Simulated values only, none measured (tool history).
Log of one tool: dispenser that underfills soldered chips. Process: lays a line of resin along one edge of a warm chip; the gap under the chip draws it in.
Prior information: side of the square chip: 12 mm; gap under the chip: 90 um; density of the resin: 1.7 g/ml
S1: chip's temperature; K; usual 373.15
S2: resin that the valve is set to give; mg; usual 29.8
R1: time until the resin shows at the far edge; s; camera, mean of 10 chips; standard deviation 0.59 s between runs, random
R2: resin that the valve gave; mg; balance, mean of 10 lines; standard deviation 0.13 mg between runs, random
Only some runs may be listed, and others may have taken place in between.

run,hour,S1,S2,R1,R2
1,0.0,373.15,29.8,68.6,27.72
# hour 7.9: new syringe of resin
2,10.2,369.15,29.8,67.1,27.76
3,17.2,372.15,29.8,72.2,27.47
# hour 25.1: dispensing valve cleaned and set on the balance
4,26.0,383.15,29.8,52.3,29.84
# hour 27.6: new syringe of resin
5,34.9,383.15,29.8,40.3,29.75
6,43.0,383.15,29.8,50.6,29.51
# hour 45.5: new syringe of resin
7,51.0,383.15,29.8,39.0,29.53
8,60.4,384.15,35.6,45.8,35.17
# hour 63.9: new syringe of resin
9,67.9,384.15,35.6,35.9,35.01
10,73.9,384.15,35.6,42.0,34.68

Run 11 is up next; what results do you expect?
11,80.1,377.15,35.6,?,?

R1: 67.7 s
R2: 34.80 mg
Had the tool carried no hidden state, the very same run would have given R1 41.0 s, R2 35.65 mg.
